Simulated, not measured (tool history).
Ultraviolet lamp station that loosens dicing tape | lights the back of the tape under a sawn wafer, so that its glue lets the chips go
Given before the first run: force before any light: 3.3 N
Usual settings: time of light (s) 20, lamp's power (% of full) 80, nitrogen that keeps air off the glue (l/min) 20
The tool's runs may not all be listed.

run     day  time of light (s)  lamp's power (% of full)  nitrogen that keeps air off the glue (l/min)  force that peels the tape off (N)  light that reached the tape (mJ/cm²)
  1   0.000                 20                        80                                            20                              0.579                                   221
  2   1.717                 20                        80                                            20                              0.592                                   213
  3   3.179                 20                        80                                            20                              0.594                                   213
  4   5.038                 20                        77                                            20                              0.636                                   202
  5   6.892                 20                        77                                            20                              0.658                                   200
  6   9.204                 20                        77                                            20                              0.642                                   200
  7  10.654                 28                        80                                            20                              0.380                                   282
  8  12.304                 28                        80                                            20                              0.376                                   280
  9  13.829                 28                        80                                            20                              0.406                                   277
 10  15.383                 28                        80                                            20                              0.401                                   273
 11  17.704                 28                        80                                            20                              0.416                                   271
 12  19.967                 28                        98                                            20                              0.343                                   326
 13  22.025                 28                        98                                            20                              0.327                                   320
 14  24.050                 20                        95                                            20                              0.564                                   222
 15  26.700                 20                        95                                            20                              0.590                                   210
 16  28.850                 20                        95                                            20                              0.612                                   210
 17  31.400                 20                        95                                            20                              0.609                                   206
     31.583  -- window cleaned of glue's vapour
 18  33.779                 20                        80                                            20                              0.915                                   161
 19  35.458                 16                        97                                            30                              0.762                                   154
 20  37.629                 16                        82                                            30                              0.925                                   127
 21  38.896                 20                        60                                             8                              1.651                                   115
     39.608  -- window cleaned of glue's vapour, once more
 22  40.238                 20                        60                                             8                              1.367                                   150
 23  42.238                 20                        91                                            20                              0.552                                   223
 24  44.604                 39                        88                                            39                              0.204                                   415
 25  46.921                 20                        74                                            20                              0.762                                   173
 26  48.604                 20                        74                                            20                              0.782                                   175
 27  49.746                 20                        80                                            31                              0.544                                   187
 28  50.925                 20                        80                                            31                              0.557                                   184
 29  52.942                 23                        85                                            31                              0.461                                   223
 30  54.112                 23                        85                                            31                              0.461                                   222
 31  56.350                 21                        66                                             7                              1.472                                   154
 32  57.525                 28                        91                                             6                              0.853                                   280
 33  59.042                 28                        94                                             6                              0.772                                   287
 34  61.388                 28                        94                                             6                              0.838                                   283
 35  63.833                 28                        94                                             6                              0.822                                   278
 36  65.262                 11                        89                                            12                              1.586                                   104

Consider 4 possible next runs. They are alternatives, not a sequence: every one starts from the tool as it was left by run 36. What does each give?
  A  67.688                 11                        67                                            12                                  ?                                     ?
  B  67.688                 11                        68                                             8                                  ?                                     ?
  C  67.688                 16                        66                                             9                                  ?                                     ?
  D  67.688                 11                        89                                            38                                  ?                                     ?

run  force that peels the tape off (N)  light that reached the tape (mJ/cm²)
  A                              1.974                                    77
  B                              2.098                                    78
  C                              1.729                                   107
  D                              1.162                                   102
Stripped of hidden state, with their random variation kept, the same runs would have yielded:
run  force that peels the tape off (N)  light that reached the tape (mJ/cm²)
  A                              1.307                                   140
  B                              1.471                                   140
  C                              1.042                                   195
  D                              0.552                                   184

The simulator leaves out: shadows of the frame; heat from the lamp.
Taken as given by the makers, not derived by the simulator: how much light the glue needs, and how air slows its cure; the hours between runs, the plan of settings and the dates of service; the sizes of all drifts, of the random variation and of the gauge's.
